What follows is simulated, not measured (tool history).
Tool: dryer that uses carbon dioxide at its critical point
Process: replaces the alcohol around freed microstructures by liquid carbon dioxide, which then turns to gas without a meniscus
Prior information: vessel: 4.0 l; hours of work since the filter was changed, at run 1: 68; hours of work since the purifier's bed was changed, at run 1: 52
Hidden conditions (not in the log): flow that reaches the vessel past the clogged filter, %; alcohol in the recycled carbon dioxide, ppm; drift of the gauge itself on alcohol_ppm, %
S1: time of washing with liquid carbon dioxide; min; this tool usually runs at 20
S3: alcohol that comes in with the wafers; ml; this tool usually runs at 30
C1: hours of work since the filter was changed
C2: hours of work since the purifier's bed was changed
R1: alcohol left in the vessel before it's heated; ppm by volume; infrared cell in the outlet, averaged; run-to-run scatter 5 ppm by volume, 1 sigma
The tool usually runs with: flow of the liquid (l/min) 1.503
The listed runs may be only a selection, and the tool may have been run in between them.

run 1 hour=0 | S1=20 flow_of_the_liquid_(l/min)=1.503 S3=30 | C1=68 C2=52 | R1=14
run 2 hour=9.8 | S1=20 flow_of_the_liquid_(l/min)=1.503 S3=58 | C1=72 C2=56 | R1=26
run 3 hour=18.9 | S1=20 flow_of_the_liquid_(l/min)=1.503 S3=58 | C1=75 C2=59 | R1=20
run 4 hour=33.2 | S1=20 flow_of_the_liquid_(l/min)=1.503 S3=30 | C1=81 C2=65 | R1=17
run 5 hour=46.7 | S1=20 flow_of_the_liquid_(l/min)=1.503 S3=30 | C1=87 C2=70 | R1=18
run 6 hour=55.2 | S1=20 flow_of_the_liquid_(l/min)=1.503 S3=30 | C1=90 C2=74 | R1=26
run 7 hour=61.4 | S1=20 flow_of_the_liquid_(l/min)=1.503 S3=33 | C1=93 C2=76 | R1=22
run 8 hour=72.4 | S1=20 flow_of_the_liquid_(l/min)=1.503 S3=33 | C1=97 C2=81 | R1=15
run 9 hour=85.8 | S1=22 flow_of_the_liquid_(l/min)=1.503 S3=30 | C1=103 C2=86 | R1=7
run 10 hour=100.4 | S1=14 flow_of_the_liquid_(l/min)=1.503 S3=30 | C1=108 C2=92 | R1=80
run 11 hour=109.5 | S1=14 flow_of_the_liquid_(l/min)=1.503 S3=30 | C1=112 C2=96 | R1=69
run 12 hour=123.6 | S1=18 flow_of_the_liquid_(l/min)=1.503 S3=30 | C1=118 C2=102 | R1=28
run 13 hour=130.8 | S1=18 flow_of_the_liquid_(l/min)=1.31 S3=30 | C1=121 C2=105 | R1=45
run 14 hour=138.6 | S1=18 flow_of_the_liquid_(l/min)=1.31 S3=30 | C1=124 C2=108 | R1=39
run 15 hour=148.5 | S1=18 flow_of_the_liquid_(l/min)=1.31 S3=30 | C1=128 C2=112 | R1=45
run 16 hour=154.9 | S1=28 flow_of_the_liquid_(l/min)=1.31 S3=30 | C1=131 C2=114 | R1=10
run 17 hour=168.8 | S1=30 flow_of_the_liquid_(l/min)=1.15 S3=30 | C1=136 C2=120 | R1=14
run 18 hour=179.2 | S1=30 flow_of_the_liquid_(l/min)=0.99 S3=30 | C1=140 C2=124 | R1=26
run 19 hour=191.8 | S1=20 flow_of_the_liquid_(l/min)=0.93 S3=38 | C1=146 C2=129 | R1=148
run 20 hour=202.2 | S1=21 flow_of_the_liquid_(l/min)=1.503 S3=28 | C1=150 C2=134 | R1=16
run 21 hour=214.5 | S1=16 flow_of_the_liquid_(l/min)=1.69 S3=72 | C1=155 C2=139 | R1=55
run 22 hour=224.9 | S1=14 flow_of_the_liquid_(l/min)=2.09 S3=21 | C1=159 C2=143 | R1=19
run 23 hour=236.2 | S1=15 flow_of_the_liquid_(l/min)=0.93 S3=37 | C1=164 C2=147 | R1=394
run 24 hour=249.1 | S1=15 flow_of_the_liquid_(l/min)=0.93 S3=37 | C1=169 C2=153 | R1=407
run 25 hour=257.5 | S1=23 flow_of_the_liquid_(l/min)=1.6 S3=74 | C1=172 C2=156 | R1=18
run 26 hour=271.8 | S1=23 flow_of_the_liquid_(l/min)=1.503 S3=30 | C1=178 C2=162 | R1=8
run 27 hour=283.3 | S1=26 flow_of_the_liquid_(l/min)=1.5 S3=72 | C1=183 C2=167 | R1=23
run 28 hour=292.9 | S1=23 flow_of_the_liquid_(l/min)=1.46 S3=100 | C1=187 C2=171 | R1=26
run 29 hour=305.5 | S1=23 flow_of_the_liquid_(l/min)=1.46 S3=100 | C1=192 C2=176 | R1=25
run 30 hour=318.1 | S1=29 flow_of_the_liquid_(l/min)=1.503 S3=22 | C1=197 C2=181 | R1=13
run 31 hour=331 | S1=18 flow_of_the_liquid_(l/min)=2.01 S3=50 | C1=202 C2=186 | R1=14

Measured less the same run without the tool's hidden state. The same run-to-run variation is in both; the gauge's scatter may not be:
run=1 R1=+4
run=2 R1=+5
run=3 R1=+5
run=4 R1=+6
run=5 R1=+6
run=6 R1=+6
run=7 R1=+6
run=8 R1=+6
run=9 R1=+6
run=10 R1=+15
run=11 R1=+16
run=12 R1=+9
run=13 R1=+12
run=14 R1=+13
run=15 R1=+13
run=16 R1=+7
run=17 R1=+8
run=18 R1=+9
run=19 R1=+31
run=20 R1=+9
run=21 R1=+19
run=22 R1=+10
run=23 R1=+64
run=24 R1=+67
run=25 R1=+11
run=26 R1=+8
run=27 R1=+11
run=28 R1=+14
run=29 R1=+15
run=30 R1=+10
run=31 R1=+12
